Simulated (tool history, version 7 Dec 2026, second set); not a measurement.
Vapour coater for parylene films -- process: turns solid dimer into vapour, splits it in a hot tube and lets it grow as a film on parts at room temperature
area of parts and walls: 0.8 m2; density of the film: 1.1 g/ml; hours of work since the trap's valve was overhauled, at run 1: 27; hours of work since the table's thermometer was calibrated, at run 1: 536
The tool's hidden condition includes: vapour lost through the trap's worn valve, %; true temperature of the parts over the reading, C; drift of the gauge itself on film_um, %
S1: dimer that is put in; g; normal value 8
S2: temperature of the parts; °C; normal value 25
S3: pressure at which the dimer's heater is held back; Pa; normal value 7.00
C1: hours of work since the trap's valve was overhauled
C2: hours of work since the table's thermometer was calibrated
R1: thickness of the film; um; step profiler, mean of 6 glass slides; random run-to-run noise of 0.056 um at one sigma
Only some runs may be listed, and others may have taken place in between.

run 1 hour=0.0 | S1=8 S2=25 S3=7.00 | C1=27 C2=536 | R1=6.48
run 2 hour=13.8 | S1=8 S2=25 S3=7.00 | C1=34 C2=543 | R1=6.62
run 3 hour=30.3 | S1=12 S2=25 S3=7.00 | C1=43 C2=552 | R1=9.72
run 4 hour=49.5 | S1=12 S2=25 S3=7.00 | C1=53 C2=562 | R1=9.63
run 5 hour=76.4 | S1=8 S2=26 S3=7.00 | C1=67 C2=576 | R1=6.32
run 6 hour=99.4 | S1=8 S2=25 S3=7.00 | C1=79 C2=588 | R1=6.53
run 7 hour=117.9 | S1=7 S2=25 S3=7.00 | C1=89 C2=598 | R1=5.55
run 8 hour=137.2 | S1=7 S2=25 S3=7.00 | C1=99 C2=608 | R1=5.60
run 9 hour=149.5 | S1=7 S2=25 S3=7.00 | C1=105 C2=615 | R1=5.60
run 10 hour=167.6 | S1=7 S2=25 S3=7.00 | C1=115 C2=624 | R1=5.63
run 11 hour=183.9 | S1=7 S2=25 S3=7.00 | C1=123 C2=633 | R1=5.58
run 12 hour=210.7 | S1=8 S2=25 S3=7.00 | C1=137 C2=647 | R1=6.38
run 13 hour=224.4 | S1=8 S2=25 S3=7.00 | C1=145 C2=654 | R1=6.45
run 14 hour=237.6 | S1=4 S2=19 S3=6.07 | C1=151 C2=661 | R1=3.86

What will run 15 give?
run 15 hour=255.2 | S1=6 S2=22 S3=4.31 | C1=161 C2=670 | R1=?

{"run 15": {"R1": 5.65}}
With no hidden state in the tool, this same run would have given R1 5.82 um.

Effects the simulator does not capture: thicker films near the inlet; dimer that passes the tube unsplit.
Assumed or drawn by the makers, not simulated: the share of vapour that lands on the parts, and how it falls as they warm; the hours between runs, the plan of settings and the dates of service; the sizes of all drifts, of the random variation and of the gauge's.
